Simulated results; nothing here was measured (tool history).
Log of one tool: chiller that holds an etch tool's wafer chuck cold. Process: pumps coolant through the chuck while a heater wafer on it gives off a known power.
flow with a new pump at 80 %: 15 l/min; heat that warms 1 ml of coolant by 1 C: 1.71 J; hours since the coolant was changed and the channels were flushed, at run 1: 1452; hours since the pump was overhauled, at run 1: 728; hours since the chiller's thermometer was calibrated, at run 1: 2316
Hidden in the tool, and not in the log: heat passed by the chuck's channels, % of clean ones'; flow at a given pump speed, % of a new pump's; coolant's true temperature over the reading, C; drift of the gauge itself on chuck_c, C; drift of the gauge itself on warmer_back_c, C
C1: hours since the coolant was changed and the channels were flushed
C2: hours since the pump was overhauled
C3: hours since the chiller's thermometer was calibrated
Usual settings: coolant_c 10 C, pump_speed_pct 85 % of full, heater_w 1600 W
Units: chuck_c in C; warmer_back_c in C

run 1 hour=0.0 | coolant_c=10 pump_speed_pct=85 heater_w=1600 | C1=1452 C2=728 C3=2316 | chuck_c=19.9 warmer_back_c=3.53
run 2 hour=79.7 | coolant_c=10 pump_speed_pct=85 heater_w=1600 | C1=1531 C2=807 C3=2396 | chuck_c=20.0 warmer_back_c=3.53
run 3 hour=221.1 | coolant_c=10 pump_speed_pct=74 heater_w=1600 | C1=1673 C2=949 C3=2538 | chuck_c=21.0 warmer_back_c=4.11
run 4 hour=309.7 | coolant_c=10 pump_speed_pct=74 heater_w=1600 | C1=1761 C2=1038 C3=2626 | chuck_c=21.0 warmer_back_c=4.06
run 5 hour=458.2 | coolant_c=10 pump_speed_pct=74 heater_w=1600 | C1=1910 C2=1186 C3=2775 | chuck_c=21.2 warmer_back_c=4.07
run 6 hour=547.2 | coolant_c=10 pump_speed_pct=74 heater_w=1600 | C1=1999 C2=1275 C3=2864 | chuck_c=21.0 warmer_back_c=4.10
run 7 hour=711.4 | coolant_c=10 pump_speed_pct=85 heater_w=881 | C1=2163 C2=1439 C3=3028 | chuck_c=15.5 warmer_back_c=2.03
run 8 hour=854.2 | coolant_c=10 pump_speed_pct=85 heater_w=2168 | C1=2306 C2=1582 C3=3171 | chuck_c=23.5 warmer_back_c=4.79
run 9 hour=1029.4 | coolant_c=11 pump_speed_pct=85 heater_w=1600 | C1=2481 C2=1757 C3=3346 | chuck_c=20.9 warmer_back_c=3.63
run 10 hour=1099.9 | coolant_c=11 pump_speed_pct=85 heater_w=1600 | C1=2552 C2=1828 C3=3416 | chuck_c=20.8 warmer_back_c=3.65
run 11 hour=1189.7 | coolant_c=10 pump_speed_pct=85 heater_w=994 | C1=2641 C2=1917 C3=3506 | chuck_c=16.0 warmer_back_c=2.31
run 12 hour=1304.1 | coolant_c=10 pump_speed_pct=94 heater_w=1600 | C1=2756 C2=2032 C3=3620 | chuck_c=19.1 warmer_back_c=3.24
run 13 hour=1474.3 | coolant_c=10 pump_speed_pct=94 heater_w=1600 | C1=2926 C2=2202 C3=3791 | chuck_c=19.1 warmer_back_c=3.26
run 14 hour=1563.5 | coolant_c=13 pump_speed_pct=94 heater_w=1600 | C1=3015 C2=2291 C3=3880 | chuck_c=22.0 warmer_back_c=3.36
run 15 hour=1707.0 | coolant_c=13 pump_speed_pct=94 heater_w=1600 | C1=3159 C2=2435 C3=4023 | chuck_c=21.9 warmer_back_c=3.41
run 16 hour=1823.0 | coolant_c=13 pump_speed_pct=94 heater_w=1600 | C1=3275 C2=2551 C3=4139 | chuck_c=22.2 warmer_back_c=3.34
run 17 hour=1932.3 | coolant_c=13 pump_speed_pct=66 heater_w=1600 | C1=3384 C2=2660 C3=4249 | chuck_c=25.2 warmer_back_c=4.73
run 18 hour=2099.6 | coolant_c=12 pump_speed_pct=66 heater_w=2396 | C1=3551 C2=2827 C3=4416 | chuck_c=30.5 warmer_back_c=7.12
run 19 hour=2209.1 | coolant_c=1 pump_speed_pct=76 heater_w=2396 | C1=3661 C2=2937 C3=4525 | chuck_c=17.4 warmer_back_c=6.16
run 20 hour=2291.5 | coolant_c=1 pump_speed_pct=76 heater_w=2396 | C1=3743 C2=3019 C3=4608 | chuck_c=17.5 warmer_back_c=6.12
run 21 hour=2454.1 | coolant_c=13 pump_speed_pct=76 heater_w=2396 | C1=3906 C2=3182 C3=4770 | chuck_c=29.4 warmer_back_c=6.14
run 22 hour=2556.4 | coolant_c=13 pump_speed_pct=76 heater_w=2396 | C1=4008 C2=3284 C3=4873 | chuck_c=29.3 warmer_back_c=6.19
run 23 hour=2645.1 | coolant_c=3 pump_speed_pct=71 heater_w=1425 | C1=4097 C2=3373 C3=4961 | chuck_c=13.2 warmer_back_c=4.06
-- hour=2736.7 chiller's thermometer calibrated
run 24 hour=2759.7 | coolant_c=12 pump_speed_pct=69 heater_w=2039 | C1=4210 C2=3487 C3=23 | chuck_c=27.4 warmer_back_c=5.82
run 25 hour=2925.4 | coolant_c=4 pump_speed_pct=75 heater_w=1046 | C1=4376 C2=3652 C3=189 | chuck_c=11.2 warmer_back_c=2.95
run 26 hour=3067.3 | coolant_c=0 pump_speed_pct=98 heater_w=1262 | C1=4518 C2=3794 C3=331 | chuck_c=6.8 warmer_back_c=2.71
run 27 hour=3191.7 | coolant_c=4 pump_speed_pct=61 heater_w=1262 | C1=4642 C2=3918 C3=455 | chuck_c=14.1 warmer_back_c=4.27
run 28 hour=3332.9 | coolant_c=15 pump_speed_pct=85 heater_w=1877 | C1=4784 C2=4060 C3=596 | chuck_c=26.7 warmer_back_c=4.52
-- hour=3345.4 gauge calibrated
run 29 hour=3463.5 | coolant_c=15 pump_speed_pct=85 heater_w=1877 | C1=4914 C2=4190 C3=727 | chuck_c=26.6 warmer_back_c=4.10
run 30 hour=3550.1 | coolant_c=10 pump_speed_pct=69 heater_w=1906 | C1=5001 C2=4277 C3=813 | chuck_c=24.3 warmer_back_c=5.24
run 31 hour=3670.1 | coolant_c=10 pump_speed_pct=69 heater_w=1906 | C1=5121 C2=4397 C3=933 | chuck_c=24.2 warmer_back_c=5.21

Forecast each of these 3 alternatives for the next run:
run A hour=3798.1 | coolant_c=18 pump_speed_pct=85 heater_w=1600 | C1=5249 C2=4525 C3=1061 | chuck_c=? warmer_back_c=?
run B hour=3798.1 | coolant_c=6 pump_speed_pct=91 heater_w=897 | C1=5249 C2=4525 C3=1061 | chuck_c=? warmer_back_c=?
run C hour=3798.1 | coolant_c=10 pump_speed_pct=89 heater_w=1906 | C1=5249 C2=4525 C3=1061 | chuck_c=? warmer_back_c=?

run=A chuck_c=27.9 warmer_back_c=3.52
run=B chuck_c=11.2 warmer_back_c=1.90
run=C chuck_c=21.4 warmer_back_c=4.01
Without the tool's hidden state the same runs would have given:
run=A chuck_c=27.9 warmer_back_c=3.47
run=B chuck_c=11.2 warmer_back_c=1.85
run=C chuck_c=21.4 warmer_back_c=3.96
